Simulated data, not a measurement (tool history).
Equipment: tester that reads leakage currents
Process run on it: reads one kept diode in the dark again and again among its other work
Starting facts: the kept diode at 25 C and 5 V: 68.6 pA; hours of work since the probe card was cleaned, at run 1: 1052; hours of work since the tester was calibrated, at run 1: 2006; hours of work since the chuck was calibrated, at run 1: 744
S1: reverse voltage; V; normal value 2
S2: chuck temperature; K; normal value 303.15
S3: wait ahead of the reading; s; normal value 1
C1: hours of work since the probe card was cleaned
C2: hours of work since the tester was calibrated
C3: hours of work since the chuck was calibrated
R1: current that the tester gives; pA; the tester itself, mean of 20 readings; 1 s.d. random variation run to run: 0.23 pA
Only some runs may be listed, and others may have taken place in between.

run,hour,S1,S2,S3,C1,C2,C3,R1
1,0,2,303.15,1,1052,2006,744,79.6
# hour 17.6: tester calibrated
2,76.1,2,303.15,1,1109,45,801,78.97
3,115.5,2,303.15,1.15,1139,75,831,78.96
4,159.7,2,303.15,1.15,1173,109,865,79.32
5,192.5,2,303.15,1.15,1198,134,890,79.1
6,237.6,2,303.15,1.15,1232,168,925,79.71
7,307.7,2,297.15,0.33,1286,222,978,49.5
8,352.6,8.88,310.15,1,1320,256,1013,263.61
# hour 361.5: probe card cleaned and baked
9,413.3,1.35,295.15,2.74,40,301,1057,34.45
# hour 430.5: chuck's temperature calibrated
10,473.5,1.35,295.15,2.74,84,345,33,32.03
11,518.6,1.35,295.15,2.74,119,380,67,32.36

Below are 4 alternative next runs, each starting from the tool's condition after run 11. Predict each:
A,583,5.63,307.15,2.74,168,429,117,?
B,583,1.35,295.15,0.72,168,429,117,?
C,583,2,316.15,2.62,168,429,117,?
D,583,3.91,303.15,1,168,429,117,?

run,R1
A,161.68
B,32.62
C,218.37
D,100.96
Take away the tool's hidden state, keep each run's random variation, and the runs would have read:
run,R1
A,157.27
B,31.59
C,216.03
D,97.94
